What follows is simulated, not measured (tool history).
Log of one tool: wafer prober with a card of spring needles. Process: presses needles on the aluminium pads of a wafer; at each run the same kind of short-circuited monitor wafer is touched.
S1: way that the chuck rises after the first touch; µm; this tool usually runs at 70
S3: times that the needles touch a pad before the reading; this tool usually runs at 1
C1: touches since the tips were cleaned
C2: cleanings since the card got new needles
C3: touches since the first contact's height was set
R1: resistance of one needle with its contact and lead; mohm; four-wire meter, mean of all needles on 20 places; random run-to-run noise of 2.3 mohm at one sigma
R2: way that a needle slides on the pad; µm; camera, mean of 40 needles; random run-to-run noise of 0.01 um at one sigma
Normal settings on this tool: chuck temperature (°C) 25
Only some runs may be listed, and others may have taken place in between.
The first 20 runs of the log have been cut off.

-- hour=340.2 tips cleaned on abrasive film
-- hour=352.1 tips cleaned on abrasive film
run 21 hour=353.7 | S1=70 chuck_temperature_(°C)=64 S3=1 | C1=668 C2=86 C3=113611 | R1=263 R2=10.83
-- hour=363.3 tips cleaned on abrasive film
run 22 hour=370.7 | S1=70 chuck_temperature_(°C)=64 S3=1 | C1=2994 C2=87 C3=120397 | R1=267 R2=10.84
-- hour=374.3 tips cleaned on abrasive film
-- hour=384.8 tips cleaned on abrasive film
run 23 hour=387.2 | S1=73 chuck_temperature_(°C)=32 S3=1 | C1=937 C2=89 C3=126934 | R1=255 R2=11.33
-- hour=395.9 tips cleaned on abrasive film
-- hour=403 height of the first contact set anew
-- hour=407.2 tips cleaned on abrasive film
run 24 hour=408.3 | S1=59 chuck_temperature_(°C)=28 S3=2 | C1=413 C2=91 C3=2065 | R1=253 R2=9.16
-- hour=419.1 tips cleaned on abrasive film
-- hour=430.2 tips cleaned on abrasive film
run 25 hour=431 | S1=62 chuck_temperature_(°C)=40 S3=2 | C1=319 C2=93 C3=11117 | R1=256 R2=9.64
-- hour=441.3 tips cleaned on abrasive film
run 26 hour=442.4 | S1=56 chuck_temperature_(°C)=25 S3=1 | C1=433 C2=94 C3=15684 | R1=252 R2=8.7
-- hour=452.1 tips cleaned on abrasive film
run 27 hour=453.1 | S1=80 chuck_temperature_(°C)=61 S3=1 | C1=422 C2=95 C3=19967 | R1=259 R2=12.46
-- hour=464 tips cleaned on abrasive film
run 28 hour=470 | S1=70 chuck_temperature_(°C)=25 S3=3 | C1=2420 C2=96 C3=26698 | R1=253 R2=10.9
-- hour=474.2 tips cleaned on abrasive film
-- hour=485 tips cleaned on abrasive film
run 29 hour=488.2 | S1=76 chuck_temperature_(°C)=25 S3=1 | C1=1289 C2=98 C3=33949 | R1=254 R2=11.86
-- hour=496.5 tips cleaned on abrasive film
run 30 hour=501.5 | S1=76 chuck_temperature_(°C)=25 S3=3 | C1=2012 C2=99 C3=39251 | R1=252 R2=11.85
-- hour=507.6 tips cleaned on abrasive film
-- hour=518.2 tips cleaned on abrasive film
run 31 hour=524.2 | S1=76 chuck_temperature_(°C)=25 S3=3 | C1=2420 C2=101 C3=48323 | R1=253 R2=11.9
-- hour=530.4 tips cleaned on abrasive film
run 32 hour=538.9 | S1=76 chuck_temperature_(°C)=25 S3=3 | C1=3441 C2=102 C3=54195 | R1=251 R2=11.89

Alternative continuations, all from the tool just after run 32; predict every row:
-- hour=541.3 tips cleaned on abrasive film
-- hour=551.8 tips cleaned on abrasive film
-- hour=562.1 tips cleaned on abrasive film
run A hour=563.3 | S1=68 chuck_temperature_(°C)=83 S3=2 | C1=458 C2=105 C3=63870 | R1=? R2=?
-- hour=541.3 tips cleaned on abrasive film
-- hour=551.8 tips cleaned on abrasive film
-- hour=562.1 tips cleaned on abrasive film
run B hour=563.3 | S1=65 chuck_temperature_(°C)=25 S3=1 | C1=458 C2=105 C3=63870 | R1=? R2=?
-- hour=541.3 tips cleaned on abrasive film
-- hour=551.8 tips cleaned on abrasive film
-- hour=562.1 tips cleaned on abrasive film
run C hour=563.3 | S1=81 chuck_temperature_(°C)=67 S3=3 | C1=458 C2=105 C3=63870 | R1=? R2=?

run=A R1=267 R2=10.65
run=B R1=256 R2=10.19
run=C R1=265 R2=12.68
Take away the tool's hidden state, keep each run's random variation, and the runs would have read:
run=A R1=267 R2=10.48
run=B R1=255 R2=10.03
run=C R1=265 R2=12.48
